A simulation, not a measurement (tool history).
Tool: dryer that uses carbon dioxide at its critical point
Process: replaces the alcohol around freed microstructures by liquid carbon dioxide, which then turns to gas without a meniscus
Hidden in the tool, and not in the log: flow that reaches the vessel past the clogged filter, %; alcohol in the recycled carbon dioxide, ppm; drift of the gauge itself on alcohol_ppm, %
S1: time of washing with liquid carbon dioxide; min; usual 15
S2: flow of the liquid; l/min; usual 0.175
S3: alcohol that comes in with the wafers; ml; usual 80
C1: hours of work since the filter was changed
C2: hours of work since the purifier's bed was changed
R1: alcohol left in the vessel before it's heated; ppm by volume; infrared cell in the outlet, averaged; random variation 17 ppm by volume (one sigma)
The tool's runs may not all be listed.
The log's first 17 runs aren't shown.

run	hour	S1	S2	S3	C1	C2	R1
18	111.9	18	0.175	80	80	225	557
19	121.0	15	0.175	80	86	232	1326
20	129.6	15	0.174	35	93	238	644
21	134.1	15	0.174	35	96	241	647
22	139.1	22	0.204	111	100	245	140
23	145.0	22	0.175	48	104	249	180
24	150.1	11	0.127	80	108	253	12720
25	158.4	11	0.127	80	114	259	12712
26	166.3	13	0.107	20	120	265	3488
27	174.1	12	0.207	80	126	271	1799
28	179.6	9	0.129	45	130	275	10835
29	186.1	10	0.175	36	135	280	3030
30	190.5	13	0.175	98	138	283	3224
31	195.9	11	0.221	53	142	287	1336
32	202.0	21	0.236	53	146	291	118
33	207.5	21	0.236	53	150	295	115
34	214.8	20	0.132	38	156	301	787
35	222.7	15	0.154	40	162	307	1390
36	231.6	22	0.154	78	168	313	475
37	236.7	13	0.106	45	172	317	7987
38	243.3	21	0.126	32	177	322	689

5 ways to go on from here, each from the tool as it stands after run 38. What would each give?
A	247.7	21	0.273	91	180	325	?
B	247.7	12	0.175	80	180	325	?
C	247.7	15	0.290	80	180	325	?
D	247.7	21	0.126	28	180	325	?
E	247.7	14	0.193	39	180	325	?

run	R1
A	121
B	3827
C	185
D	633
E	751
Without the tool's hidden state the same runs would have given:
run	R1
A	8
B	2837
C	46
D	373
E	451
